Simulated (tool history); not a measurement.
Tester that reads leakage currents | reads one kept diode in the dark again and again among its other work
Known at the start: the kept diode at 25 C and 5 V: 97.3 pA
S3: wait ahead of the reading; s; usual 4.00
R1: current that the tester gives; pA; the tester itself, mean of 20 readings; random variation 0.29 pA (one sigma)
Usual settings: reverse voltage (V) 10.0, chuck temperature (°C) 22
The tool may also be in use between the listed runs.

Run 1, day 0.000: usual settings. Result: R1 105.82 pA.
Run 2, day 3.083: usual settings. Result: R1 105.26 pA.
Run 3, day 5.733: usual settings. Result: R1 104.51 pA.
Run 4, day 7.925: usual settings. Result: R1 103.35 pA.
Run 5, day 10.917: usual settings. Result: R1 103.75 pA.
Run 6, day 14.654: usual settings but chuck temperature (°C) 34. Result: R1 258.20 pA.
Run 7, day 17.846: usual settings but chuck temperature (°C) 29. Result: R1 175.35 pA.
Run 8, day 20.875: usual settings but S3 0.38 s. Result: R1 108.89 pA.
Run 9, day 24.954: usual settings but chuck temperature (°C) 30. Result: R1 186.10 pA.
Run 10, day 27.033: usual settings but chuck temperature (°C) 30. Result: R1 187.12 pA.
Run 11, day 30.679: usual settings but chuck temperature (°C) 30. Result: R1 183.57 pA.
Run 12, day 34.267: usual settings but chuck temperature (°C) 30. Result: R1 183.36 pA.
Run 13, day 37.158: usual settings. Result: R1 99.46 pA.
Run 14, day 39.517: usual settings but reverse voltage (V) 1.0. Result: R1 41.34 pA.
At day 40.283: probe card cleaned and baked.
Run 15, day 42.500: usual settings but reverse voltage (V) 18.2. Result: R1 100.75 pA.
Run 16, day 45.004: usual settings but reverse voltage (V) 2.1. Result: R1 49.55 pA.
At day 47.212: chuck's temperature calibrated.
Run 17, day 47.308: usual settings but reverse voltage (V) 2.1. Result: R1 58.44 pA.
Run 18, day 50.333: usual settings but reverse voltage (V) 2.1. Result: R1 58.22 pA.
Run 19, day 53.900: usual settings but reverse voltage (V) 4.3. Result: R1 72.41 pA.
Run 20, day 55.729: usual settings but reverse voltage (V) 4.3. Result: R1 72.57 pA.
Run 21, day 58.042: usual settings but reverse voltage (V) 1.3, chuck temperature (°C) 42, S3 1.09 s. Result: R1 247.02 pA.
Run 22, day 59.912: usual settings but reverse voltage (V) 12.3, chuck temperature (°C) 42, S3 4.25 s. Result: R1 506.06 pA.
Run 23, day 61.858: usual settings but reverse voltage (V) 14.8, chuck temperature (°C) 42, S3 0.36 s. Result: R1 542.80 pA.
Run 24, day 65.575: usual settings but reverse voltage (V) 10.7, chuck temperature (°C) 48, S3 1.25 s. Result: R1 743.57 pA.
Run 25, day 69.212: usual settings but reverse voltage (V) 2.9, chuck temperature (°C) 24, S3 0.32 s. Result: R1 74.83 pA.
Run 26, day 71.358: usual settings but reverse voltage (V) 1.0, chuck temperature (°C) 23, S3 0.33 s. Result: R1 47.32 pA.
Run 27, day 75.238: usual settings but reverse voltage (V) 9.4, S3 0.66 s. Result: R1 93.60 pA.
At day 76.208: tester calibrated.
Run 28, day 78.579: usual settings but reverse voltage (V) 4.9. Result: R1 68.95 pA.
Run 29, day 82.758: usual settings but S3 0.70 s. Result: R1 91.14 pA.
Run 30, day 86.192: usual settings but reverse voltage (V) 3.6, S3 7.46 s. Result: R1 61.38 pA.
Run 31, day 88.650: usual settings but reverse voltage (V) 5.7, S3 2.90 s. Result: R1 72.01 pA.
Run 32, day 91.783: usual settings but reverse voltage (V) 3.5, chuck temperature (°C) 46, S3 6.92 s. Result: R1 407.33 pA.
Run 33, day 95.796: usual settings but reverse voltage (V) 3.5, chuck temperature (°C) 46, S3 6.92 s. Result: R1 401.15 pA.
At day 96.179: chuck's temperature calibrated.
Run 34, day 99.067: usual settings but S3 9.28 s. Result: R1 100.98 pA.
Run 35, day 101.104: usual settings but reverse voltage (V) 15.7, chuck temperature (°C) 37, S3 2.39 s. Result: R1 384.21 pA.
Run 36, day 104.746: usual settings but reverse voltage (V) 15.7, chuck temperature (°C) 37, S3 2.39 s. Result: R1 379.26 pA.
Run 37, day 108.421: usual settings but reverse voltage (V) 15.7, chuck temperature (°C) 44, S3 4.27 s. Result: R1 634.31 pA.
Run 38, day 110.112: usual settings but reverse voltage (V) 1.1, chuck temperature (°C) 21, S3 0.33 s. Result: R1 42.61 pA.
Run 39, day 113.508: usual settings but reverse voltage (V) 7.7, S3 5.92 s. Result: R1 89.59 pA.

Forecast each of these 4 alternatives for the next run:
Run A, day 117.350: usual settings but reverse voltage (V) 10.1. Result: R1 ?.
Run B, day 117.350: usual settings but reverse voltage (V) 2.3, chuck temperature (°C) 33, S3 2.46 s. Result: R1 ?.
Run C, day 117.350: usual settings but S3 1.33 s. Result: R1 ?.
Run D, day 117.350: usual settings but S3 1.66 s. Result: R1 ?.

run      R1
  A   99.02
  B  141.36
  C   99.84
  D   99.07
Without the tool's hidden state the same runs would have given:
run      R1
  A   95.34
  B  148.17
  C   96.23
  D   95.48
